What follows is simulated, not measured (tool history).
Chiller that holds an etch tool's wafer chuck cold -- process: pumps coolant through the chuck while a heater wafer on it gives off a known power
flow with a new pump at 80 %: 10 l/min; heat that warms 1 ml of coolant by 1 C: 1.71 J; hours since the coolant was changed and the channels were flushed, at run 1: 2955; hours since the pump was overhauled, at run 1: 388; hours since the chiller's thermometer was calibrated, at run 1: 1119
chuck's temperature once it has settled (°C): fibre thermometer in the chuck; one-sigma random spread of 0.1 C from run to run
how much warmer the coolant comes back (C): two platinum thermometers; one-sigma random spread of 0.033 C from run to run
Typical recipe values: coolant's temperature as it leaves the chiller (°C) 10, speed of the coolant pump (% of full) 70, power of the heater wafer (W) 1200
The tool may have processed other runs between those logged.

| run | hour | coolant's temperature as it leaves the chiller (°C) | speed of the coolant pump (% of full) | power of the heater wafer (W) | hours since the coolant was changed and the channels were flushed | hours since the pump was overhauled | hours since the chiller's thermometer was calibrated | chuck's temperature once it has settled (°C) | how much warmer the coolant comes back (C) |
|---|---|---|---|---|---|---|---|---|---|
| 1 | 0.0 | 10 | 70 | 1200 | 2955 | 388 | 1119 | 24.3 | 4.95 |
| 2 | 25.4 | 10 | 70 | 1200 | 2981 | 413 | 1144 | 24.5 | 4.90 |
| 3 | 49.5 | 10 | 70 | 1200 | 3005 | 437 | 1168 | 24.5 | 4.89 |
| 4 | 97.5 | 10 | 70 | 1200 | 3053 | 485 | 1216 | 24.4 | 4.93 |
| 5 | 129.9 | 18 | 70 | 1200 | 3085 | 518 | 1249 | 32.5 | 4.94 |
| 6 | 153.5 | 7 | 70 | 1200 | 3109 | 541 | 1272 | 21.4 | 4.94 |
| 7 | 204.4 | 7 | 70 | 1200 | 3160 | 592 | 1323 | 21.7 | 4.88 |
| 8 | 228.6 | 7 | 70 | 1200 | 3184 | 616 | 1347 | 21.6 | 4.93 |
| 9 | 269.2 | 7 | 70 | 1200 | 3225 | 657 | 1388 | 21.5 | 5.01 |
| 10 | 299.3 | 7 | 70 | 1200 | 3255 | 687 | 1418 | 21.6 | 4.94 |
| 11 | 326.2 | 17 | 87 | 1200 | 3282 | 714 | 1445 | 29.6 | 3.88 |
| 12 | 368.3 | 17 | 87 | 1200 | 3324 | 756 | 1487 | 29.6 | 3.92 |
| 13 | 400.9 | 4 | 92 | 1705 | 3356 | 789 | 1520 | 21.5 | 5.26 |
| 14 | 424.9 | 10 | 92 | 901 | 3380 | 813 | 1544 | 19.0 | 2.76 |
| 15 | 456.4 | 1 | 92 | 1182 | 3412 | 844 | 1575 | 13.0 | 3.65 |
| 16 | 484.2 | 1 | 92 | 1182 | 3440 | 872 | 1603 | 12.9 | 3.65 |
| 17 | 523.7 | 1 | 92 | 1182 | 3479 | 912 | 1642 | 13.1 | 3.62 |
| 18 | 550.2 | 9 | 61 | 847 | 3506 | 938 | 1669 | 20.2 | 4.08 |

Predict each of these 5 candidate next runs independently; none follows another, all start after run 18:
| A | 574.3 | 18 | 92 | 744 | 3530 | 962 | 1693 | ? | ? |
| B | 574.3 | 13 | 75 | 1752 | 3530 | 962 | 1693 | ? | ? |
| C | 574.3 | 12 | 62 | 847 | 3530 | 962 | 1693 | ? | ? |
| D | 574.3 | 9 | 61 | 1079 | 3530 | 962 | 1693 | ? | ? |
| E | 574.3 | 15 | 61 | 847 | 3530 | 962 | 1693 | ? | ? |

| run | chuck's temperature once it has settled (°C) | how much warmer the coolant comes back (C) |
|---|---|---|
| A | 25.4 | 2.31 |
| B | 33.6 | 6.76 |
| C | 23.0 | 3.97 |
| D | 23.3 | 5.16 |
| E | 26.1 | 4.12 |
Without the tool's hidden state the same runs would have given:
| run | chuck's temperature once it has settled (°C) | how much warmer the coolant comes back (C) |
|---|---|---|
| A | 25.2 | 2.27 |
| B | 32.4 | 6.64 |
| C | 22.5 | 3.90 |
| D | 22.6 | 5.07 |
| E | 25.7 | 4.05 |
